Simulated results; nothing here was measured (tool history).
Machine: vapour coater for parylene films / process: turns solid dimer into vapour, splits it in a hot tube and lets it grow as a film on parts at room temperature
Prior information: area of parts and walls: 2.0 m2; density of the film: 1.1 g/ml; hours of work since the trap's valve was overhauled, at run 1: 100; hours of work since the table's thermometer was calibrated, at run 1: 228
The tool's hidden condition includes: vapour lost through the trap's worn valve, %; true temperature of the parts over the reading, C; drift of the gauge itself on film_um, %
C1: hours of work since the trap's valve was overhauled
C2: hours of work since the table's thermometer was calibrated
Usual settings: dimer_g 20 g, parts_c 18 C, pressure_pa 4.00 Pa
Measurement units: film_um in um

Run 1, day 0.000: usual settings; C1 100; C2 228. Result: film_um 7.19 um.
Run 2, day 0.808: usual settings; C1 111; C2 238. Result: film_um 7.05 um.
Run 3, day 1.808: usual settings but pressure_pa 2.60 Pa; C1 124; C2 252. Result: film_um 7.77 um.
Run 4, day 2.662: usual settings but pressure_pa 2.60 Pa; C1 136; C2 263. Result: film_um 7.80 um.
Run 5, day 3.521: usual settings but dimer_g 22 g; C1 147; C2 274. Result: film_um 7.73 um.
Run 6, day 4.162: usual settings but pressure_pa 6.01 Pa; C1 156; C2 283. Result: film_um 6.47 um.
Run 7, day 5.196: usual settings but pressure_pa 6.01 Pa; C1 169; C2 297. Result: film_um 6.37 um.
Run 8, day 5.967: usual settings but pressure_pa 6.01 Pa; C1 180; C2 307. Result: film_um 6.45 um.
Run 9, day 6.642: usual settings but pressure_pa 6.01 Pa; C1 189; C2 316. Result: film_um 6.32 um.
Run 10, day 7.646: usual settings but dimer_g 19 g; C1 202; C2 329. Result: film_um 6.59 um.
Run 11, day 8.846: usual settings but dimer_g 19 g; C1 218; C2 345. Result: film_um 6.61 um.
Run 12, day 10.279: usual settings but dimer_g 33 g, pressure_pa 2.47 Pa; C1 237; C2 365. Result: film_um 12.60 um.
Run 13, day 11.738: usual settings but dimer_g 33 g, pressure_pa 2.47 Pa; C1 257; C2 384. Result: film_um 12.51 um.
Run 14, day 12.438: usual settings but parts_c 11 C; C1 266; C2 393. Result: film_um 7.58 um.
Run 15, day 13.896: usual settings but dimer_g 33 g, parts_c 12 C, pressure_pa 3.83 Pa; C1 285; C2 413. Result: film_um 12.42 um.
Run 16, day 15.192: usual settings but dimer_g 8 g, parts_c 24 C, pressure_pa 5.17 Pa; C1 302; C2 430. Result: film_um 2.30 um.
Run 17, day 16.554: usual settings but dimer_g 24 g, parts_c 15 C, pressure_pa 4.01 Pa; C1 321; C2 448. Result: film_um 8.31 um.
Run 18, day 17.971: usual settings but dimer_g 9 g, parts_c 23 C, pressure_pa 11.78 Pa; C1 339; C2 467. Result: film_um 2.18 um.
Run 19, day 19.421: usual settings but dimer_g 28 g, parts_c 16 C, pressure_pa 3.31 Pa; C1 359; C2 486. Result: film_um 10.07 um.
Run 20, day 20.150: usual settings but dimer_g 28 g, parts_c 16 C, pressure_pa 10.42 Pa; C1 369; C2 496. Result: film_um 7.69 um.

Alternative continuations, all from the tool just after run 20; predict every row:
Run A, day 21.121: usual settings but parts_c 17 C, pressure_pa 8.83 Pa; C1 381; C2 509. Result: film_um ?.
Run B, day 21.121: usual settings but dimer_g 11 g, parts_c 10 C, pressure_pa 5.70 Pa; C1 381; C2 509. Result: film_um ?.
Run C, day 21.121: usual settings but parts_c 23 C; C1 381; C2 509. Result: film_um ?.

run  film_um
  A     5.56
  B     3.82
  C     6.01
The same runs, with their run-to-run variation unchanged, on a tool lacking any hidden condition would have given:
run  film_um
  A     6.39
  B     4.39
  C     6.90
